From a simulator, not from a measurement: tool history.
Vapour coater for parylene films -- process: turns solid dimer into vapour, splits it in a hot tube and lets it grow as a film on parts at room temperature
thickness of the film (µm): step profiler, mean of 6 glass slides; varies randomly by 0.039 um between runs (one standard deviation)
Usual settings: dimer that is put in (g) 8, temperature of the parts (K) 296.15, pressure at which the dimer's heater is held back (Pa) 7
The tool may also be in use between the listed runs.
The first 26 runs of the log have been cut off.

run,day,dimer that is put in (g),temperature of the parts (K),pressure at which the dimer's heater is held back (Pa),thickness of the film (µm)
27,19.467,5,302.15,3.75,2.17
28,20.396,6,296.15,4.73,3.09
29,20.838,8,291.15,7.91,4.56
30,21.283,8,291.15,9,4.59
31,22.025,8,291.15,9,4.48
32,22.492,8,291.15,9,4.5
33,23.35,8,291.15,9,4.51
34,24.271,8,291.15,9,4.47
35,25.062,8,295.15,2.33,4.39
36,25.554,8,295.15,2.33,4.26

4 ways to go on from here, each from the tool as it stands after run 36. What would each give?
A,26.392,12,303.15,9.83,?
B,26.392,8,303.15,7,?
C,26.392,8,296.15,9.95,?
D,26.392,11,294.15,3.16,?

run,thickness of the film (µm)
A,4.46
B,3.07
C,3.7
D,5.84
Stripped of hidden state, with their random variation kept, the same runs would have yielded:
run,thickness of the film (µm)
A,4.82
B,3.32
C,4
D,6.31
